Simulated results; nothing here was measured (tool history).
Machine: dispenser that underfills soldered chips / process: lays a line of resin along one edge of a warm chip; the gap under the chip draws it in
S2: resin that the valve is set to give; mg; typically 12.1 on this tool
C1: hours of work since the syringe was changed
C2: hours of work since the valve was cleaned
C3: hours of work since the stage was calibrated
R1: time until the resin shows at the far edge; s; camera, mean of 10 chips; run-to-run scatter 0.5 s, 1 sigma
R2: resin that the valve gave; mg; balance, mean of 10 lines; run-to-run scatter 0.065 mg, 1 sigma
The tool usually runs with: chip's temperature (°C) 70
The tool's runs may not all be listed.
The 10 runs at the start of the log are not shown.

Run 11, hour 77.6: usual settings but S2 14.1 mg; C1 6; C2 61; C3 230. Result: R1 47.3 s, R2 13.53 mg.
At hour 82.9: new syringe of resin.
Run 12, hour 82.9: usual settings but chip's temperature (°C) 59; C1 0; C2 64; C3 233. Result: R1 60.9 s, R2 11.75 mg.
Run 13, hour 89.5: usual settings but chip's temperature (°C) 59; C1 4; C2 68; C3 237. Result: R1 72.9 s, R2 11.68 mg.
At hour 97.8: new syringe of resin.
Run 14, hour 100.8: usual settings but chip's temperature (°C) 59; C1 2; C2 75; C3 244. Result: R1 63.8 s, R2 11.64 mg.
Run 15, hour 111.5: usual settings but chip's temperature (°C) 59; C1 9; C2 82; C3 251. Result: R1 83.8 s, R2 11.75 mg.
At hour 112.5: new syringe of resin.
Run 16, hour 119.4: usual settings but chip's temperature (°C) 59, S2 13.5 mg; C1 4; C2 87; C3 256. Result: R1 72.8 s, R2 12.79 mg.
At hour 127.1: new syringe of resin.
Run 17, hour 129.6: usual settings but chip's temperature (°C) 59, S2 13.5 mg; C1 2; C2 93; C3 262. Result: R1 63.1 s, R2 12.71 mg.
Run 18, hour 138.4: usual settings; C1 7; C2 98; C3 268. Result: R1 50.0 s, R2 11.49 mg.
At hour 142.0: new syringe of resin.
Run 19, hour 143.2: usual settings; C1 1; C2 101; C3 270. Result: R1 39.5 s, R2 11.56 mg.
Run 20, hour 153.2: usual settings but chip's temperature (°C) 62, S2 10.9 mg; C1 7; C2 107; C3 277. Result: R1 70.1 s, R2 10.42 mg.
At hour 157.3: new syringe of resin.
Run 21, hour 158.9: usual settings but chip's temperature (°C) 57, S2 12.9 mg; C1 1; C2 111; C3 280. Result: R1 65.9 s, R2 12.22 mg.
Run 22, hour 165.8: usual settings but S2 11.4 mg; C1 5; C2 115; C3 284. Result: R1 46.9 s, R2 10.77 mg.
At hour 171.9: new syringe of resin.
Run 23, hour 171.9: usual settings but S2 11.4 mg; C1 0; C2 119; C3 288. Result: R1 38.0 s, R2 10.80 mg.
At hour 180.5: dispensing valve cleaned and set on the balance.
Run 24, hour 181.1: usual settings but S2 13.1 mg; C1 5; C2 0; C3 293. Result: R1 44.9 s, R2 13.17 mg.
Run 25, hour 186.0: usual settings but chip's temperature (°C) 57, S2 14.3 mg; C1 8; C2 3; C3 296. Result: R1 88.0 s, R2 14.25 mg.
At hour 187.8: new syringe of resin.
Run 26, hour 197.2: usual settings but chip's temperature (°C) 57, S2 14.3 mg; C1 6; C2 10; C3 303. Result: R1 80.2 s, R2 14.27 mg.
At hour 202.3: new syringe of resin.
Run 27, hour 208.3: usual settings but chip's temperature (°C) 64; C1 4; C2 17; C3 310. Result: R1 55.2 s, R2 11.94 mg.
Run 28, hour 215.0: usual settings but chip's temperature (°C) 59, S2 11.8 mg; C1 8; C2 21; C3 314. Result: R1 81.9 s, R2 11.68 mg.
At hour 217.0: new syringe of resin.
Run 29, hour 220.9: usual settings but chip's temperature (°C) 59, S2 11.8 mg; C1 2; C2 25; C3 318. Result: R1 64.8 s, R2 11.75 mg.
Run 30, hour 229.2: usual settings but chip's temperature (°C) 59, S2 11.8 mg; C1 8; C2 30; C3 323. Result: R1 78.5 s, R2 11.59 mg.
At hour 231.7: new syringe of resin.
Run 31, hour 240.3: usual settings but chip's temperature (°C) 77, S2 13.3 mg; C1 5; C2 37; C3 330. Result: R1 34.9 s, R2 13.08 mg.
At hour 246.7: new syringe of resin.
Run 32, hour 249.0: usual settings but chip's temperature (°C) 72, S2 12.3 mg; C1 1; C2 42; C3 335. Result: R1 37.2 s, R2 12.09 mg.
Run 33, hour 259.8: usual settings but chip's temperature (°C) 72, S2 12.3 mg; C1 8; C2 49; C3 342. Result: R1 49.6 s, R2 12.11 mg.
At hour 261.9: new syringe of resin.
Run 34, hour 268.5: usual settings but chip's temperature (°C) 65, S2 14.7 mg; C1 4; C2 54; C3 347. Result: R1 52.1 s, R2 14.32 mg.
Run 35, hour 274.3: usual settings but chip's temperature (°C) 65, S2 14.7 mg; C1 8; C2 58; C3 351. Result: R1 60.0 s, R2 14.35 mg.

Branching from run 35: 4 alternative next runs. What would each branch give?
At hour 277.2: new syringe of resin.
Run A, hour 283.1: usual settings but chip's temperature (°C) 62, S2 14.7 mg; C1 4; C2 63; C3 356. Result: R1 ?, R2 ?.
At hour 277.2: new syringe of resin.
Run B, hour 283.1: usual settings but chip's temperature (°C) 64, S2 14.7 mg; C1 4; C2 63; C3 356. Result: R1 ?, R2 ?.
At hour 277.2: new syringe of resin.
Run C, hour 283.1: usual settings but chip's temperature (°C) 65, S2 13.2 mg; C1 4; C2 63; C3 356. Result: R1 ?, R2 ?.
At hour 277.2: new syringe of resin.
Run D, hour 283.1: usual settings but chip's temperature (°C) 64, S2 12.9 mg; C1 4; C2 63; C3 356. Result: R1 ?, R2 ?.

run    R1     R2
  A  58.0  14.29
  B  54.3  14.27
  C  51.4  12.83
  D  53.7  12.44
The same runs, with their run-to-run variation unchanged, on a tool lacking any hidden condition would have given:
run    R1     R2
  A  54.6  14.69
  B  51.1  14.68
  C  48.3  13.20
  D  50.4  12.80

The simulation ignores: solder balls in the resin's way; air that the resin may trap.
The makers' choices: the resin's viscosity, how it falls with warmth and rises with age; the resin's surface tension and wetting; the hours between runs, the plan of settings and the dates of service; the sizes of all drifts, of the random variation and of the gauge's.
